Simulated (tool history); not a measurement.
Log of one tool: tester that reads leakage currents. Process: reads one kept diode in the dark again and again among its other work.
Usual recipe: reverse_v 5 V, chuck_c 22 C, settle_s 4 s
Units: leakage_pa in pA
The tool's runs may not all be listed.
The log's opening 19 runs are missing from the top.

run    hour  reverse_v  chuck_c  settle_s  leakage_pa
 20  1221.8       9.58       30      3.41      156.03
 21  1293.9        4.5       50      8.98      558.46
     1317.9  -- chuck's temperature calibrated
 22  1367.7        4.5       50      8.98       558.1
 23  1413.9       1.41       33      0.43       77.88
 24  1484.2       3.47       22      5.41       45.73
 25  1574.9       3.47       22      5.41       45.54
 26  1640.6       1.28       22      0.48        27.9
 27  1682.1          5       53         4      739.83
 28  1767.3          5       41         4      286.64
 29  1812.8        3.2       22      1.22       44.21
 30  1901.4       1.92       50      0.49      366.08
 31  1980.5       1.92       50      0.49      364.62
 32  2061.7       1.92       50      0.49      363.69
 33  2128.2       1.92       50      0.49      365.47
 34  2171.9       1.92       50      0.49      365.06

Predict each of these 5 candidate next runs independently; none follows another, all start after run 34:
     2194.4  -- tester calibrated
  A  2221.8       4.78       22         4           ?
     2194.4  -- tester calibrated
  B  2221.8       1.52       50      0.49           ?
     2194.4  -- tester calibrated
  C  2221.8       3.61       46      0.41           ?
     2194.4  -- tester calibrated
  D  2221.8      13.87       27         4           ?
     2194.4  -- tester calibrated
  E  2221.8       2.03       42         4           ?

run  leakage_pa
  A       53.63
  B      324.95
  C      366.05
  D      144.35
  E       199.4
Had the tool no hidden state, the same runs would have come out as:
run  leakage_pa
  A       53.59
  B      324.87
  C      365.94
  D      144.22
  E      199.34

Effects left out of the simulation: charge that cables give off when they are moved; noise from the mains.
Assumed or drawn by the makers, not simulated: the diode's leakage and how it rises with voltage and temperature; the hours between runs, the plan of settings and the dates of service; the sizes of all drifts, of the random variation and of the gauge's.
